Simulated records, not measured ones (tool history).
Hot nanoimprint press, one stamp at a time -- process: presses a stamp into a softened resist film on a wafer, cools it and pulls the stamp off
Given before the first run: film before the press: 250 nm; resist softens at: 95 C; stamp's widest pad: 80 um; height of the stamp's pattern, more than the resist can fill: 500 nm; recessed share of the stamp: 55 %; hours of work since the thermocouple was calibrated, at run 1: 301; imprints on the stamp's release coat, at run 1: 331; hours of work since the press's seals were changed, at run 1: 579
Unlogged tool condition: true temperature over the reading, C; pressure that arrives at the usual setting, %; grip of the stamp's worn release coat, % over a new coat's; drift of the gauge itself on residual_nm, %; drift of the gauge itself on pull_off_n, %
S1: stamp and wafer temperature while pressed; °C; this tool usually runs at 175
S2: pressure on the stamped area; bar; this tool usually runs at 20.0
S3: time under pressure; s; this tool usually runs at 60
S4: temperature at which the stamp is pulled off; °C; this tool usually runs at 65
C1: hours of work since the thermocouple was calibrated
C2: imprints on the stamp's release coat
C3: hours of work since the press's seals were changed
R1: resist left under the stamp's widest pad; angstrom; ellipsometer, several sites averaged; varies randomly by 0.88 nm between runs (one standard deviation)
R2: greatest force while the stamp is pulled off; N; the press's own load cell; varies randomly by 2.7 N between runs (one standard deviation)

run	hour	S1	S2	S3	S4	C1	C2	C3	R1	R2
1	0.0	175	20.0	60	65	301	331	579	1258	136
2	27.3	175	20.0	60	65	314	410	591	1257	137
3	52.4	175	20.0	60	65	325	483	602	1274	140
4	75.8	175	20.0	60	65	335	551	613	1267	142
5	109.8	175	20.0	31	65	351	650	628	1538	139
6	137.6	175	20.0	31	65	363	731	641	1538	146
7	169.6	175	20.0	90	65	377	824	655	1118	146
8	200.6	175	20.0	90	65	391	914	669	1126	152
9	218.7	175	20.0	90	65	399	967	677	1125	152
10	235.7	175	20.0	90	65	407	1016	685	1123	151
# hour 241.2: plate thermocouple calibrated
11	275.1	175	20.0	90	65	15	1122	701	1126	157
12	290.1	175	20.0	90	65	22	1166	708	1141	155
13	322.5	175	20.0	90	65	37	1260	722	1120	156
14	349.1	175	20.0	90	65	48	1337	734	1120	158
15	385.5	175	20.0	90	65	65	1443	751	1124	161
16	403.9	175	20.0	90	65	73	1497	759	1115	163
# hour 430.4: plate thermocouple calibrated, once more
17	434.5	172	20.0	78	56	2	1577	771	1275	200
18	462.7	172	20.0	78	56	15	1659	784	1259	205
19	484.3	172	20.0	78	56	24	1721	794	1245	201
# hour 496.5: stamp cleaned and given a new release coat
20	523.2	186	23.6	78	61	39	77	809	769	136
21	547.3	175	28.9	50	67	50	147	819	1117	123
22	563.2	175	27.0	45	67	57	193	826	1185	122
23	588.6	172	20.0	60	59	68	267	838	1357	162
24	619.3	164	13.7	96	62	82	357	852	1769	151

What does the tool deliver on the next run?
25	648.1	181	20.0	60	54	95	441	865	?	?

R1: 1068 angstrom
R2: 182 N
Were there no unlogged condition in the tool, this run, its random variation unchanged, would have produced R1 1022 angstrom, R2 171 N.
